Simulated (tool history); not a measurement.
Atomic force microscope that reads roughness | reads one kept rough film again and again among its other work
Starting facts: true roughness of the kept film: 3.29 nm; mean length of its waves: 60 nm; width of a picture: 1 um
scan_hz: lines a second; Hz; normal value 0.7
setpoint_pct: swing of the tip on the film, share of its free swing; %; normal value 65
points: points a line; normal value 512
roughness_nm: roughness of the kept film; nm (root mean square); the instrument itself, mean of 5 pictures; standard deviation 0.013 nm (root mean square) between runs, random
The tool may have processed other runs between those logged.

run 1 day=0 | scan_hz=0.7 setpoint_pct=65 points=512 | roughness_nm=3.116
run 2 day=0.788 | scan_hz=0.7 setpoint_pct=65 points=512 | roughness_nm=3.099
run 3 day=1.95 | scan_hz=0.7 setpoint_pct=65 points=868 | roughness_nm=3.055
run 4 day=2.762 | scan_hz=0.7 setpoint_pct=65 points=868 | roughness_nm=3.061
run 5 day=3.429 | scan_hz=0.7 setpoint_pct=65 points=512 | roughness_nm=3.07
run 6 day=4.096 | scan_hz=0.7 setpoint_pct=65 points=512 | roughness_nm=3.054
run 7 day=4.733 | scan_hz=0.7 setpoint_pct=64 points=512 | roughness_nm=3.034
run 8 day=5.288 | scan_hz=0.7 setpoint_pct=65 points=512 | roughness_nm=3.025
run 9 day=6.008 | scan_hz=1.281 setpoint_pct=62 points=779 | roughness_nm=2.973
run 10 day=6.621 | scan_hz=1.661 setpoint_pct=89 points=522 | roughness_nm=2.842
run 11 day=7.388 | scan_hz=1.103 setpoint_pct=65 points=357 | roughness_nm=3.096
run 12 day=8.429 | scan_hz=3.279 setpoint_pct=68 points=570 | roughness_nm=2.915
run 13 day=9.525 | scan_hz=3.279 setpoint_pct=68 points=570 | roughness_nm=2.879

Withheld: 1 entry from between the runs. Position of each, and hidden state at the listed run before versus the listed run after:
Run 9 -> run 10: new tip fitted (day 6.229)
  radius of the tip, nm: 20.5 -> 8.1; height scale over the true one, %: -0.6 -> -0.61
  what was measured, less what the result would be without the hidden state, roughness_nm: -0.161 -> -0.028 nm (root mean square)
